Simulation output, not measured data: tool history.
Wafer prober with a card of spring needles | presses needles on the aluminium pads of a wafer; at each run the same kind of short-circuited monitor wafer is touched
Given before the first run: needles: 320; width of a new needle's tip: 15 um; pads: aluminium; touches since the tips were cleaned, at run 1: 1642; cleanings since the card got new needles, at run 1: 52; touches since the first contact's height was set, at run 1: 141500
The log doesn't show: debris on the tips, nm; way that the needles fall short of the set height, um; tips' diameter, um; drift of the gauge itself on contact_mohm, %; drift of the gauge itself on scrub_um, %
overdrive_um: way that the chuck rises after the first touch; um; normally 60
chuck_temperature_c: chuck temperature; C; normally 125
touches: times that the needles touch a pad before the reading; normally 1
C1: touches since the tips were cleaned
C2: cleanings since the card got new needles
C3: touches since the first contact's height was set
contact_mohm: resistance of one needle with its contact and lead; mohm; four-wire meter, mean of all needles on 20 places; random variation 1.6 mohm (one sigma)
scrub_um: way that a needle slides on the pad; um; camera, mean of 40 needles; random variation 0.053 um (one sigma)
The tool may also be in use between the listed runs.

run 1 hour=0.0 | overdrive_um=60 chuck_temperature_c=125 touches=1 | C1=1642 C2=52 C3=141500 | contact_mohm=205 scrub_um=10.98
-- hour=1.8 tips cleaned on abrasive film
-- hour=6.0 tips cleaned on abrasive film
run 2 hour=8.0 | overdrive_um=60 chuck_temperature_c=125 touches=1 | C1=1380 C2=54 C3=147047 | contact_mohm=198 scrub_um=11.08
-- hour=9.8 tips cleaned on abrasive film
-- hour=14.0 tips cleaned on abrasive film
-- hour=18.4 tips cleaned on abrasive film
-- hour=22.0 tips cleaned on abrasive film
run 3 hour=23.8 | overdrive_um=60 chuck_temperature_c=125 touches=1 | C1=1339 C2=58 C3=158088 | contact_mohm=200 scrub_um=11.04
-- hour=25.7 tips cleaned on abrasive film
-- hour=29.9 tips cleaned on abrasive film
-- hour=34.1 tips cleaned on abrasive film
-- hour=38.5 tips cleaned on abrasive film
run 4 hour=40.8 | overdrive_um=51 chuck_temperature_c=125 touches=1 | C1=1638 C2=62 C3=169931 | contact_mohm=232 scrub_um=9.15
-- hour=42.6 tips cleaned on abrasive film
-- hour=46.2 tips cleaned on abrasive film
-- hour=47.3 height of the first contact set anew
run 5 hour=48.9 | overdrive_um=51 chuck_temperature_c=125 touches=1 | C1=1725 C2=64 C3=1110 | contact_mohm=239 scrub_um=8.86
-- hour=50.6 tips cleaned on abrasive film
-- hour=54.2 tips cleaned on abrasive film
-- hour=57.7 tips cleaned on abrasive film
-- hour=62.0 tips cleaned on abrasive film
run 6 hour=64.3 | overdrive_um=60 chuck_temperature_c=125 touches=1 | C1=1648 C2=68 C3=11855 | contact_mohm=209 scrub_um=10.48
-- hour=66.0 tips cleaned on abrasive film
-- hour=69.6 tips cleaned on abrasive film
-- hour=73.8 tips cleaned on abrasive film
run 7 hour=77.0 | overdrive_um=60 chuck_temperature_c=125 touches=1 | C1=2230 C2=71 C3=20666 | contact_mohm=229 scrub_um=10.41
-- hour=77.9 tips cleaned on abrasive film
-- hour=82.2 tips cleaned on abrasive film
-- hour=86.6 tips cleaned on abrasive film
run 8 hour=86.9 | overdrive_um=60 chuck_temperature_c=125 touches=1 | C1=265 C2=74 C3=27559 | contact_mohm=173 scrub_um=10.39
-- hour=90.5 tips cleaned on abrasive film
-- hour=94.8 tips cleaned on abrasive film
-- hour=98.4 tips cleaned on abrasive film
-- hour=101.9 tips cleaned on abrasive film
run 9 hour=102.8 | overdrive_um=60 chuck_temperature_c=125 touches=1 | C1=667 C2=78 C3=38628 | contact_mohm=192 scrub_um=10.37
-- hour=106.2 tips cleaned on abrasive film
-- hour=109.8 tips cleaned on abrasive film
-- hour=113.3 tips cleaned on abrasive film
-- hour=117.1 height of the first contact set anew, once more
-- hour=117.2 tips cleaned on abrasive film
run 10 hour=120.3 | overdrive_um=60 chuck_temperature_c=125 touches=1 | C1=2266 C2=82 C3=2266 | contact_mohm=216 scrub_um=11.89
-- hour=121.3 tips cleaned on abrasive film
-- hour=124.8 tips cleaned on abrasive film
-- hour=128.4 tips cleaned on abrasive film
-- hour=132.5 tips cleaned on abrasive film
run 11 hour=132.9 | overdrive_um=74 chuck_temperature_c=125 touches=1 | C1=238 C2=86 C3=10937 | contact_mohm=161 scrub_um=14.65
-- hour=136.4 tips cleaned on abrasive film
-- hour=140.8 tips cleaned on abrasive film
-- hour=145.2 tips cleaned on abrasive film
run 12 hour=147.2 | overdrive_um=74 chuck_temperature_c=125 touches=1 | C1=1448 C2=89 C3=20980 | contact_mohm=185 scrub_um=14.57
-- hour=149.1 tips cleaned on abrasive film
-- hour=153.3 tips cleaned on abrasive film
run 13 hour=155.5 | overdrive_um=45 chuck_temperature_c=25 touches=2 | C1=1562 C2=91 C3=26698 | contact_mohm=209 scrub_um=8.75
-- hour=157.3 tips cleaned on abrasive film
-- hour=161.7 tips cleaned on abrasive film
-- hour=166.0 tips cleaned on abrasive film
run 14 hour=167.7 | overdrive_um=45 chuck_temperature_c=25 touches=2 | C1=1251 C2=94 C3=35253 | contact_mohm=192 scrub_um=8.75
-- hour=169.5 tips cleaned on abrasive film
-- hour=173.9 tips cleaned on abrasive film
run 15 hour=175.8 | overdrive_um=45 chuck_temperature_c=25 touches=2 | C1=1386 C2=96 C3=40887 | contact_mohm=198 scrub_um=8.77
-- hour=177.6 tips cleaned on abrasive film
-- hour=181.2 tips cleaned on abrasive film
-- hour=185.5 tips cleaned on abrasive film
run 16 hour=187.1 | overdrive_um=54 chuck_temperature_c=64 touches=2 | C1=1136 C2=99 C3=48704 | contact_mohm=179 scrub_um=10.47
-- hour=189.7 tips cleaned on abrasive film
-- hour=194.0 tips cleaned on abrasive film
-- hour=197.5 tips cleaned on abrasive film
-- hour=201.7 tips cleaned on abrasive film
run 17 hour=203.6 | overdrive_um=54 chuck_temperature_c=25 touches=3 | C1=1349 C2=103 C3=60243 | contact_mohm=165 scrub_um=10.27
-- hour=205.4 tips cleaned on abrasive film
-- hour=209.0 tips cleaned on abrasive film
-- hour=213.2 tips cleaned on abrasive film
run 18 hour=216.2 | overdrive_um=47 chuck_temperature_c=90 touches=3 | C1=2139 C2=106 C3=69036 | contact_mohm=195 scrub_um=8.93
-- hour=217.2 tips cleaned on abrasive film
-- hour=220.7 tips cleaned on abrasive film
-- hour=224.3 tips cleaned on abrasive film
run 19 hour=226.4 | overdrive_um=70 chuck_temperature_c=123 touches=1 | C1=1539 C2=109 C3=76099 | contact_mohm=198 scrub_um=13.53
-- hour=228.2 tips cleaned on abrasive film
-- hour=231.8 tips cleaned on abrasive film
-- hour=235.9 tips cleaned on abrasive film
run 20 hour=239.2 | overdrive_um=51 chuck_temperature_c=45 touches=1 | C1=2291 C2=112 C3=84973 | contact_mohm=251 scrub_um=9.63
-- hour=240.1 tips cleaned on abrasive film
-- hour=244.4 tips cleaned on abrasive film
run 21 hour=247.8 | overdrive_um=60 chuck_temperature_c=25 touches=3 | C1=2380 C2=114 C3=90982 | contact_mohm=171 scrub_um=11.38

Predict each of these 3 candidate next runs independently; none follows another, all start after run 21:
-- hour=248.7 tips cleaned on abrasive film
-- hour=252.3 tips cleaned on abrasive film
-- hour=255.8 tips cleaned on abrasive film
-- hour=259.3 tips cleaned on abrasive film
run A hour=262.1 | overdrive_um=47 chuck_temperature_c=25 touches=3 | C1=1982 C2=118 C3=100945 | contact_mohm=? scrub_um=?
-- hour=248.7 tips cleaned on abrasive film
-- hour=252.3 tips cleaned on abrasive film
-- hour=255.8 tips cleaned on abrasive film
-- hour=259.3 tips cleaned on abrasive film
run B hour=262.1 | overdrive_um=60 chuck_temperature_c=125 touches=1 | C1=1982 C2=118 C3=100945 | contact_mohm=? scrub_um=?
-- hour=248.7 tips cleaned on abrasive film
-- hour=252.3 tips cleaned on abrasive film
-- hour=255.8 tips cleaned on abrasive film
-- hour=259.3 tips cleaned on abrasive film
run C hour=262.1 | overdrive_um=62 chuck_temperature_c=125 touches=2 | C1=1982 C2=118 C3=100945 | contact_mohm=? scrub_um=?

run=A contact_mohm=186 scrub_um=8.81
run=B contact_mohm=225 scrub_um=11.31
run=C contact_mohm=194 scrub_um=11.68
The same runs, with their run-to-run variation unchanged, on a tool lacking any hidden condition would have given:
run=A contact_mohm=136 scrub_um=9.44
run=B contact_mohm=152 scrub_um=11.94
run=C contact_mohm=152 scrub_um=12.31

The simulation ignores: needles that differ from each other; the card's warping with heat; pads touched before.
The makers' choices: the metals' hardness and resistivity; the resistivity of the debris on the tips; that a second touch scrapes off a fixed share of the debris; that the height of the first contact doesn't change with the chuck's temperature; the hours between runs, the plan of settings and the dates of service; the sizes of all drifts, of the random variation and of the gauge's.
